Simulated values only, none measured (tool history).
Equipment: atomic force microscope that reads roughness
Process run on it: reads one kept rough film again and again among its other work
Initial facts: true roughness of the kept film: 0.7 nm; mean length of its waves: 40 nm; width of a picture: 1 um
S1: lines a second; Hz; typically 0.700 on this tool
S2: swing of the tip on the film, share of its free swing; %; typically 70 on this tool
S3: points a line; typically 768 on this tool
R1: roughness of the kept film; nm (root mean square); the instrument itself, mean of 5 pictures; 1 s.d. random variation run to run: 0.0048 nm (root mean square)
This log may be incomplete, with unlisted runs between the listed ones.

run    day     S1  S2   S3     R1
  1  0.000  0.700  70  768  0.662
  2  0.496  0.700  70  768  0.656
  3  0.833  0.700  70  768  0.656
  4  1.117  0.700  85  768  0.627
  5  1.350  0.700  85  768  0.626
  6  1.671  0.700  70  768  0.653
  7  2.158  0.620  70  768  0.651
  8  2.625  0.700  61  768  0.655
  9  2.925  0.700  61  768  0.642
 10  3.258  3.279  61  768  0.614
 11  3.608  0.700  87  768  0.620
 12  3.896  1.386  87  768  0.582
 13  4.129  0.700  67  755  0.652
 14  4.571  0.700  67  755  0.643
 15  4.942  0.516  73  328  0.629
 16  5.429  3.071  70  768  0.578

Expected results for the next run?
 17  5.688  3.071  70  768   ?

R1: 0.574 nm (root mean square)
Take away the tool's hidden state, keep the run-to-run variation as it was, and the same run would have given R1 0.605 nm (root mean square).

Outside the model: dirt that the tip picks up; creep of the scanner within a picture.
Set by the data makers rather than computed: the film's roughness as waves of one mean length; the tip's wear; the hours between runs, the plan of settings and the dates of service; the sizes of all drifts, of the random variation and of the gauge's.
